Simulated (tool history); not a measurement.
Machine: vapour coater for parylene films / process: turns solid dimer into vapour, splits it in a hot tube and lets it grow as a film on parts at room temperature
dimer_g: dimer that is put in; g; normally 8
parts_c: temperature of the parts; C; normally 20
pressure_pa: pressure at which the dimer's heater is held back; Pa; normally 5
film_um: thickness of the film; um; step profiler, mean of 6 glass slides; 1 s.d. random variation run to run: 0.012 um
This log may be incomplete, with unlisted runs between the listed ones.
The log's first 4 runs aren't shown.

run,day,dimer_g,parts_c,pressure_pa,hours of work since the trap's valve was overhauled,hours of work since the table's thermometer was calibrated,film_um
5,1.983,8,13,5,141,241,4.05
6,2.6,8,20,5,150,250,3.19
7,3.171,9,20,5,158,258,3.58
8,3.608,8,20,2.12,165,265,3.7
9,4.021,8,20,2.12,171,271,3.73
10,4.458,8,20,5,177,278,3.19
11,4.775,3,20,5,182,282,1.21
12,5.175,8,20,3.94,188,288,3.31
13,5.804,8,20,3.94,198,298,3.31
14,6.454,8,20,6.55,207,307,3.03
15,7.033,8,20,6.55,216,316,3.02
16,7.329,8,20,6.55,220,320,3.03
17,7.679,8,20,6.55,225,326,3.05
18,8.079,8,20,6.55,231,332,3.05
19,8.529,8,20,7.95,238,338,2.96
20,9.092,8,20,5,247,347,3.2
21,9.617,4,20,5,254,354,1.59
22,10.192,4,20,5,263,363,1.6

Estimate the outcome of run 23 from the log above:
23,10.796,8,20,5,272,372,?

film_um: 3.19 um
Were there no unlogged condition in the tool, this run, its random variation unchanged, would have produced film_um 3.19 um.
